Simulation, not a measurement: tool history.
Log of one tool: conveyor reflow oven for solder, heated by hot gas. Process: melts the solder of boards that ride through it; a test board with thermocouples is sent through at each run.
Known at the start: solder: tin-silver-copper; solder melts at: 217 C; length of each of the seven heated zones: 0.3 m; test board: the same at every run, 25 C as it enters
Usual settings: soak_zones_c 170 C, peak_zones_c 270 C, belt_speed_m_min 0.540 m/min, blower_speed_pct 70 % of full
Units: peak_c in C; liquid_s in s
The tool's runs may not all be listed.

Run 1, hour 0.0: usual settings. Result: peak_c 248.4 C, liquid_s 45.0 s.
Run 2, hour 24.1: usual settings. Result: peak_c 249.0 C, liquid_s 44.9 s.
Run 3, hour 50.4: usual settings. Result: peak_c 248.4 C, liquid_s 44.9 s.
Run 4, hour 77.4: usual settings. Result: peak_c 248.3 C, liquid_s 45.0 s.
Run 5, hour 89.8: usual settings. Result: peak_c 248.2 C, liquid_s 45.3 s.
At hour 104.7: flux residue cleaned out of gas plates and filters.
Run 6, hour 113.6: usual settings but belt_speed_m_min 0.494 m/min. Result: peak_c 253.6 C, liquid_s 54.7 s.
Run 7, hour 137.2: usual settings but peak_zones_c 276 C, belt_speed_m_min 0.440 m/min. Result: peak_c 262.9 C, liquid_s 68.1 s.
Run 8, hour 155.6: usual settings but soak_zones_c 177 C, peak_zones_c 262 C. Result: peak_c 245.7 C, liquid_s 45.5 s.

The next listed run, before its measurement:
Run 9, hour 182.3: usual settings but soak_zones_c 177 C, peak_zones_c 262 C. Result: peak_c ?, liquid_s ?.

Run 9 gave peak_c 245.1 C, liquid_s 45.6 s.
Without the tool's hidden state the same run would have given peak_c 243.7 C, liquid_s 44.1 s.

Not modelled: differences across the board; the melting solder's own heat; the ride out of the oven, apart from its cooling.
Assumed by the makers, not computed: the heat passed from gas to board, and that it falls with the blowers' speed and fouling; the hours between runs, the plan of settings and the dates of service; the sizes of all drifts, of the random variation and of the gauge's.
